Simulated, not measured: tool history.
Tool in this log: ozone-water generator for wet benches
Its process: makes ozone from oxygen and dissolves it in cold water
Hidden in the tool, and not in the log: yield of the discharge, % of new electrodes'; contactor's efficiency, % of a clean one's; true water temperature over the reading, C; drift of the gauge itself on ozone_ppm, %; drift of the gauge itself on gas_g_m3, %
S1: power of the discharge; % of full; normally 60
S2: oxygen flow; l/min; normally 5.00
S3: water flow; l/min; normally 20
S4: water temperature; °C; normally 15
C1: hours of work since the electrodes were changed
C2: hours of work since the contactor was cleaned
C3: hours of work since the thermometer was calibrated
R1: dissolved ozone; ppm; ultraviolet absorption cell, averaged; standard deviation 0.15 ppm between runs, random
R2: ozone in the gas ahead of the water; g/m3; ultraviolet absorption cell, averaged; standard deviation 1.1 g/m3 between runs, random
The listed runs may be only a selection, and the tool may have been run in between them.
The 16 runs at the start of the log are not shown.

run,hour,S1,S2,S3,S4,C1,C2,C3,R1,R2
17,1368.2,60,3.44,32,15,2146,3411,704,10.2,223.0
18,1468.8,60,3.44,32,15,2231,3497,789,9.8,221.9
19,1553.1,60,3.44,32,15,2303,3568,861,10.0,220.7
20,1619.5,60,5.04,15,15,2360,3625,917,21.5,193.3
21,1669.4,81,5.04,19,21,2402,3667,960,21.1,246.7
22,1760.8,81,3.15,19,21,2480,3745,1038,18.8,288.4
23,1878.7,85,7.42,20,15,2580,3845,1138,24.8,225.3
24,1930.7,85,7.42,20,15,2624,3890,1182,24.6,221.6
25,2004.9,60,5.00,20,17,2687,3953,1245,17.1,193.2
26,2066.7,60,5.00,20,17,2740,4005,1298,16.9,193.2
27,2165.5,94,5.00,20,15,2824,4089,1382,24.2,273.0
28,2260.2,94,5.00,20,15,2904,4170,1462,24.2,270.7
29,2334.1,63,5.00,20,14,2967,4233,1525,18.0,201.1
30,2389.3,60,3.25,20,15,3014,4280,1572,15.1,223.6
31,2497.2,60,5.00,29,10,3106,4371,1664,13.1,194.5
32,2567.6,56,4.51,20,15,3166,4431,1724,16.1,189.1

Predict each of these 4 candidate next runs independently; none follows another, all start after run 32:
A,2657.1,40,4.51,20,9,3242,4507,1800,?,?
B,2657.1,42,4.51,19,9,3242,4507,1800,?,?
C,2657.1,40,4.51,18,15,3242,4507,1800,?,?
D,2657.1,82,5.00,20,15,3242,4507,1800,?,?

run,R1,R2
A,13.1,147.0
B,14.2,152.7
C,13.2,148.5
D,21.5,244.2
Stripped of hidden state, with their random variation kept, the same runs would have yielded:
run,R1,R2
A,14.0,151.1
B,15.3,157.3
C,14.2,152.7
D,23.8,258.0
